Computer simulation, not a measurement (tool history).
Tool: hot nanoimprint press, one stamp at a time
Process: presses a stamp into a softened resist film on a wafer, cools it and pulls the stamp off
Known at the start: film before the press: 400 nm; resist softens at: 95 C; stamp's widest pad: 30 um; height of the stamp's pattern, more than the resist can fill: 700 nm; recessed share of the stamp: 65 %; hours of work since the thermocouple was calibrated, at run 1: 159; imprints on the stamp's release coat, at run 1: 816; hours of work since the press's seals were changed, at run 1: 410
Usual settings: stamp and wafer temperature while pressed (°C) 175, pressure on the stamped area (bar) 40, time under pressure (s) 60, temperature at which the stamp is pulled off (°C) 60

run	day	stamp and wafer temperature while pressed (°C)	pressure on the stamped area (bar)	time under pressure (s)	temperature at which the stamp is pulled off (°C)	hours of work since the thermocouple was calibrated	imprints on the stamp's release coat	hours of work since the press's seals were changed	resist left under the stamp's widest pad (Å)	greatest force while the stamp is pulled off (N)
1	0	175	40	60	60	159	816	410	1626	248
2	0.929	175	40	60	60	175	939	426	1638	252
3	1.817	175	27.4	60	60	191	1057	442	1991	255
4	2.338	175	27.4	60	60	200	1127	451	2010	267
5	3.192	175	40	73	60	215	1240	466	1537	263
6	3.938	175	40	73	60	229	1339	480	1539	281
7	4.508	175	40	73	60	239	1415	490	1535	281
8	5.371	175	40	60	60	254	1530	505	1660	287
9	6.296	175	40	60	60	271	1653	521	1673	302
10	7.083	175	40	60	60	285	1758	535	1668	299
11	7.846	175	40	60	59	298	1859	549	1650	316
12	8.875	175	40	60	59	316	1995	567	1655	323
13	9.65	175	40	60	59	330	2099	581	1665	339
14	10.25	175	40	60	59	341	2178	592	1667	341
15	10.821	175	40	60	60	351	2254	602	1661	329
16	11.721	164	40	60	65	367	2374	618	2367	293
# day 12.725: stamp cleaned and given a new release coat
17	12.729	175	40	60	63	380	1	631	1674	199
18	13.196	181	48.9	60	46	389	62	640	1248	303
# day 14.042: plate thermocouple calibrated
19	14.292	181	48.9	60	46	4	191	657	1219	313
20	15.092	169	48.9	95	46	19	298	671	1511	306
21	15.838	174	33.8	83	60	32	397	684	1629	235
22	16.429	174	33.8	83	60	42	475	695	1644	234
23	17.183	175	47.8	60	60	56	576	708	1469	238
24	18.138	178	40	60	63	73	702	725	1495	224
25	19.15	178	40	60	63	91	837	743	1492	227
26	19.771	178	40	60	63	102	919	754	1492	236
27	20.583	183	38.6	46	48	116	1028	768	1440	342
28	21.517	186	43.5	41	59	133	1151	785	1305	284
29	22.533	183	40	86	60	151	1287	803	1105	280

Hidden state or all else? Some run-to-run changes of resist left under the stamp's widest pad (Å), split into what the settings, what came in and random variation would give without the hidden state, and what is left for the hidden state (with any gauge scatter that isn't in both results):
The hidden state here: true temperature over the reading, C; pressure that arrives at the usual setting, %; grip of the stamp's worn release coat, % over a new coat's; drift of the gauge itself on residual_nm, %; drift of the gauge itself on pull_off_n, %.
Run 15 -> 16: stamp and wafer temperature while pressed (°C) 175 -> 164, temperature at which the stamp is pulled off (°C) 60 -> 65. resist left under the stamp's widest pad (Å) +706: hidden state +22, all else +684.
Run 16 -> 17: stamp and wafer temperature while pressed (°C) 164 -> 175, temperature at which the stamp is pulled off (°C) 65 -> 63, stamp cleaned and given a new release coat. resist left under the stamp's widest pad (Å) -693: hidden state -17, all else -676.
Run 18 -> 19: plate thermocouple calibrated. resist left under the stamp's widest pad (Å) -29: hidden state -33, all else +4.

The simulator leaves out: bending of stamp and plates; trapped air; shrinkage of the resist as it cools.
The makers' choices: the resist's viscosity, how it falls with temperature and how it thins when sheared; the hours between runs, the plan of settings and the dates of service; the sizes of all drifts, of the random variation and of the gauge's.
